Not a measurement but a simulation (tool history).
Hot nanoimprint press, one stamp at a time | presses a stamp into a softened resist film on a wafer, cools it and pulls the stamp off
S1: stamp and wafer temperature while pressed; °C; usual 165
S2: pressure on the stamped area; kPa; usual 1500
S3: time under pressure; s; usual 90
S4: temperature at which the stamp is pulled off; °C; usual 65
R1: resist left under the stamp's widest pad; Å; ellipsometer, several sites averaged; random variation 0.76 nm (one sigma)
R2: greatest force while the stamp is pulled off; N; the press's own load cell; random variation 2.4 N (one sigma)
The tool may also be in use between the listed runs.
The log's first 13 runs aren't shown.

run   hour   S1    S2   S3  S4    R1   R2
 14  353.1  172  1500   90  65   672  107
 15  383.2  172  1500   90  65   680  109
 16  406.7  163  1500   90  63  1028  114
     425.4  -- stamp cleaned and given a new release coat
 17  438.6  163  1500   90  63  1039  109
 18  452.2  163  1500   90  53  1037  143
 19  476.3  163  1500   90  53  1044  137
 20  489.6  175  1500   90  53   600  145
 21  505.8  175  2250   90  53   480  140
 22  519.6  166  1000  174  57   827  127
 23  538.9  170  1000  152  64   740  112
 24  572.1  162  1460   90  52  1099  142
 25  597.9  162  1460   90  52  1108  137
 26  619.2  162   990   90  57  1302  134
 27  642.4  165  1670   90  65   906  106
 28  666.2  165  1670   90  65   896  110
     674.7  -- stamp cleaned and given a new release coat
 29  697.2  161  1150  111  65  1180  106
 30  717.7  161  1150   46  65  1584  111

Forecast each of these 4 alternatives for the next run:
  A  743.2  163  1150  46  65   ?   ?
  B  743.2  165  1500  58  65   ?   ?
  C  743.2  165  1080  90  72   ?   ?
  D  743.2  171  1150  46  65   ?   ?

run    R1   R2
  A  1476  104
  B  1130  107
  C  1107   95
  D  1075  107
Without the tool's hidden state the same runs would have given:
run    R1   R2
  A  1477  104
  B  1131  107
  C  1108   95
  D  1076  106
